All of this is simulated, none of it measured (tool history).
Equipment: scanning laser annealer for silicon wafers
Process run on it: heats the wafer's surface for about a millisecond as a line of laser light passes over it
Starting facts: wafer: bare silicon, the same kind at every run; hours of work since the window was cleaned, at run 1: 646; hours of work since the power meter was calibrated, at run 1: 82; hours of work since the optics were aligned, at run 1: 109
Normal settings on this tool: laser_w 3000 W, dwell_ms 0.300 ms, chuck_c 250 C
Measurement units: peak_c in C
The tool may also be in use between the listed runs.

| run | hour | laser_w | dwell_ms | chuck_c | hours of work since the window was cleaned | hours of work since the power meter was calibrated | hours of work since the optics were aligned | peak_c |
|---|---|---|---|---|---|---|---|---|
| 1 | 0.0 | 3000 | 0.300 | 250 | 646 | 82 | 109 | 1079 |
| 2 | 20.7 | 3000 | 0.300 | 250 | 661 | 97 | 124 | 1078 |
| 3 | 33.8 | 3000 | 0.300 | 250 | 670 | 107 | 134 | 1078 |
| 4 | 58.2 | 3000 | 0.210 | 250 | 688 | 124 | 151 | 949 |
| 5 | 75.7 | 3000 | 0.323 | 250 | 700 | 137 | 164 | 1112 |
| 6 | 92.6 | 2752 | 0.323 | 250 | 713 | 149 | 176 | 1027 |
| 7 | 105.1 | 2752 | 0.323 | 250 | 722 | 158 | 185 | 1029 |
| 8 | 131.6 | 2888 | 0.300 | 250 | 741 | 177 | 204 | 1044 |
| 9 | 153.6 | 2888 | 0.300 | 250 | 757 | 193 | 220 | 1049 |
|  | 165.7 | window over the wafer cleaned |
| 10 | 172.6 | 3000 | 0.300 | 272 | 5 | 206 | 232 | 1101 |
| 11 | 188.1 | 3000 | 0.300 | 250 | 16 | 217 | 244 | 1078 |
| 12 | 206.3 | 3000 | 0.300 | 250 | 29 | 230 | 257 | 1080 |
| 13 | 222.8 | 3000 | 0.234 | 250 | 41 | 242 | 269 | 985 |
| 14 | 239.7 | 3000 | 0.234 | 250 | 54 | 254 | 281 | 986 |
| 15 | 264.6 | 3000 | 0.234 | 250 | 72 | 272 | 299 | 985 |
| 16 | 286.9 | 3000 | 0.234 | 250 | 88 | 288 | 315 | 986 |
| 17 | 307.1 | 3000 | 0.234 | 250 | 102 | 303 | 330 | 984 |
| 18 | 327.0 | 3000 | 0.362 | 250 | 117 | 317 | 344 | 1157 |
| 19 | 352.5 | 3000 | 0.308 | 250 | 135 | 336 | 363 | 1092 |
| 20 | 374.9 | 3000 | 0.281 | 218 | 151 | 352 | 379 | 1021 |
| 21 | 394.0 | 3000 | 0.281 | 218 | 165 | 366 | 393 | 1021 |
| 22 | 415.0 | 3266 | 0.374 | 268 | 180 | 381 | 408 | 1284 |
| 23 | 438.4 | 3203 | 0.346 | 221 | 197 | 398 | 425 | 1178 |

Here are 4 independent what-if runs from the current tool condition. What would each one return?
| A | 453.1 | 3088 | 0.346 | 221 | 208 | 409 | 435 | ? |
| B | 453.1 | 2726 | 0.300 | 233 | 208 | 409 | 435 | ? |
| C | 453.1 | 3294 | 0.258 | 274 | 208 | 409 | 435 | ? |
| D | 453.1 | 2715 | 0.367 | 254 | 208 | 409 | 435 | ? |

| run | peak_c |
|---|---|
| A | 1137 |
| B | 979 |
| C | 1130 |
| D | 1071 |
Without the tool's unlogged condition, the same runs would have read:
| run | peak_c |
|---|---|
| A | 1137 |
| B | 979 |
| C | 1130 |
| D | 1071 |
